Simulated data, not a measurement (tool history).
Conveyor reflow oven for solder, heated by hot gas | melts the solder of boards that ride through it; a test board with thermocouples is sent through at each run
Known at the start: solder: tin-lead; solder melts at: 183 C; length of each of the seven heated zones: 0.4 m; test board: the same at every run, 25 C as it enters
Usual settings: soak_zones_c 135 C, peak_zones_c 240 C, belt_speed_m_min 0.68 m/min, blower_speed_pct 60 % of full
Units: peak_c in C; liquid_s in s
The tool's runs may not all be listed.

run   hour  soak_zones_c  peak_zones_c  belt_speed_m_min  blower_speed_pct  peak_c  liquid_s
  1      0           135           240              0.68                60   219.6      53.4
  2   13.6           130           240              0.68                60   219.1      51.7
  3   34.4           140           240              0.68                60   220.7      55.4
  4   45.8           140           240              0.68                60   220.9      55.7
  5   56.5           135           240              0.68                73   223.6      56.7
  6   74.7           135           240              0.68                73   224.2      56.8
  7   84.7           135           240              0.68                73   224.5      56.8
  8  102.4           135           240              0.68                70     223      55.9
  9    117           135           240             0.563                70   228.1        72
 10    133           135           240             0.563                70   228.7      72.3
 11  151.9           135           240             0.563                70   228.2      72.3
 12  161.9           135           240             0.563                70   228.4      72.5
 13  173.2           135           240              0.68                88   227.3      59.2
 14    190           135           240              0.68                88   226.4      59.4
 15  204.5           135           240              0.68                60   219.2      53.2
 16  222.3           135           240              0.68                60   219.3      53.5
 17    235           135           254              0.68                54   228.2      58.9
 18  253.9           145           254              0.68                58   232.2      64.4
 19  271.8           132           249             0.701                77   231.4      58.1
 20  292.5           134           249             0.701                77   231.1      58.8
 21  312.7           134           249             0.701                87   233.9        60
 22    327           129           240             0.744                54   211.6      40.6
 23  345.5           134           246             0.689                53   220.7      52.6
 24  356.8           134           246             0.689                53   220.1      52.4
 25  367.2           134           246             0.689                53   220.5      52.5
 26  379.8           135           237             0.554                53   221.1      67.2
 27  388.7           135           231             0.583                53     213      57.9
 28  402.4           124           231             0.583                53   212.1      52.2
       425  -- flux residue cleaned out of gas plates and filters
 29  425.3           124           231             0.583                53   212.1      53.3
 30  434.1           133           253             0.597                67   237.8      72.1
 31  453.3           137           238              0.68                60   218.3      53.3
 32  472.7           134           245             0.746                52   216.7      45.4

Measured less the same run without the tool's hidden state. The same run-to-run variation is in both; the gauge's scatter may not be:
The hidden state here: heat that the gas passes to the board, % of a clean oven's; belt's true speed, % of the reading; true gas temperature in zones 6 and 7 over the reading, C; drift of the gauge itself on peak_c, C; drift of the gauge itself on liquid_s, %.
run  peak_c  liquid_s
  1    -1.5      -0.9
  2    -1.5        -1
  3    -1.5      -0.8
  4    -1.6      -0.9
  5    -1.7      -0.8
  6    -1.7      -0.9
  7    -1.8      -0.9
  8    -1.9        -1
  9    -1.9      -0.8
 10    -1.9      -0.8
 11    -1.9      -0.9
 12    -1.9      -0.9
 13    -2.1      -0.9
 14    -2.2      -0.9
 15      -2      -1.2
 16    -2.1      -1.2
 17    -2.1        -1
 18    -2.2      -0.8
 19    -2.5        -1
 20    -2.5      -0.9
 21    -2.7      -0.8
 22    -2.4      -1.7
 23    -2.3      -1.4
 24    -2.4      -1.4
 25    -2.3      -1.5
 26    -2.3      -1.5
 27    -2.3      -1.9
 28    -2.4      -2.2
 29    -1.6      -1.2
 30    -1.8      -0.4
 31    -1.7      -0.8
 32    -1.6      -0.9
